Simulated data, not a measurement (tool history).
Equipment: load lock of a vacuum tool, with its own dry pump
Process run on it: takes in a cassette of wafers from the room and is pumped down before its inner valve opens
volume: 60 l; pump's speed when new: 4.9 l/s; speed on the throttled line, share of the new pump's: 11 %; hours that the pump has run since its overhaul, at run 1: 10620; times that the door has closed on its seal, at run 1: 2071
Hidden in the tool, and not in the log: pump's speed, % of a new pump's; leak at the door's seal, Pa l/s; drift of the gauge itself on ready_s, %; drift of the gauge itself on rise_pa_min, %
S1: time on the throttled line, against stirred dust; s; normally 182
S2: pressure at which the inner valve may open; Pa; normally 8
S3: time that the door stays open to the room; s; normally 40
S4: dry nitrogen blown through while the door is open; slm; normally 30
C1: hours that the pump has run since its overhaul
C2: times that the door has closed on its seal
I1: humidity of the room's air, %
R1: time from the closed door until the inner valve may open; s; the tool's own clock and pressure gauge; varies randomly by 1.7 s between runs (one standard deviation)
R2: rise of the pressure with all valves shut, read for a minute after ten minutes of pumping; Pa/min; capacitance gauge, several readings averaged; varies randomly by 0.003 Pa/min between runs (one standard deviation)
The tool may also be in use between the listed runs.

run    hour   S1  S2   S3  S4     C1    C2    I1     R1     R2
  1       0  182   8   40  30  10620  2071  46.1  289.4  0.018
  2   174.6  182   8   40  30  10795  2409  45.9  287.4  0.025
  3   311.8  182   8   40  30  10932  2674  42.2  289.5  0.015
  4   430.8  182   8   40  30  11051  2905  45.6  289.2  0.014
  5   588.2  129   8   40  30  11208  3209  44.1  242.4   0.02
  6   698.6  182   8   40  30  11319  3423  43.2  290.7  0.018
  7   820.9  182   8   40  30  11441  3660  46.7  290.7  0.023
  8   967.9  182  13   40  30  11588  3945  46.2  285.2  0.024
  9  1042.1  182  13   40  30  11662  4088  43.1  283.8  0.024
 10  1222.7  182   8   40  30  11843  4438  49.1  291.9  0.026
 11  1311.5  182   8   40  30  11932  4610  42.8  290.6  0.033
 12  1429.5  123   7   40  30  12050  4838  45.6  241.2  0.028
 13    1508  123   7   40  30  12128  4990  45.3  241.9  0.027
 14  1676.3  123   7   40  30  12296  5316  45.4    242  0.031
 15  1824.4  294   8   40  44  12444  5603  42.9  390.7  0.027
 16  1981.2  182   8  222  10  12601  5906  43.9  292.2  0.052
 17  2097.4  171  14   42  14  12717  6131  40.3  276.1  0.035
 18  2260.3  171  12   42  20  12880  6447  42.3  276.7  0.034
 19  2408.1  171  11  149  20  13028  6733  45.1    278  0.042
 20  2528.2  182  15   40  13  13148  6965  47.8  285.3  0.042
 21  2621.7  167  10   40  23  13242  7146  39.9  275.6  0.038
 22  2724.4  118  16   40  34  13344  7345  45.4  227.1  0.037

Each row is a separate what-if for the run after 22, all from the same tool condition, not one after another. Results?
  A  2829.6  182   8  32  30  13450  7549  45.5   ?   ?
  B  2829.6  139   7  40  30  13450  7549  44.6   ?   ?
  C  2829.6  118  16  95  34  13450  7549  42.6   ?   ?

run     R1     R2
  A  293.2  0.037
  B  259.8  0.032
  C  226.7  0.037
Stripped of hidden state, with their random variation kept, the same runs would have yielded:
run     R1     R2
  A  278.1  0.013
  B  243.6  0.008
  C  211.9  0.013

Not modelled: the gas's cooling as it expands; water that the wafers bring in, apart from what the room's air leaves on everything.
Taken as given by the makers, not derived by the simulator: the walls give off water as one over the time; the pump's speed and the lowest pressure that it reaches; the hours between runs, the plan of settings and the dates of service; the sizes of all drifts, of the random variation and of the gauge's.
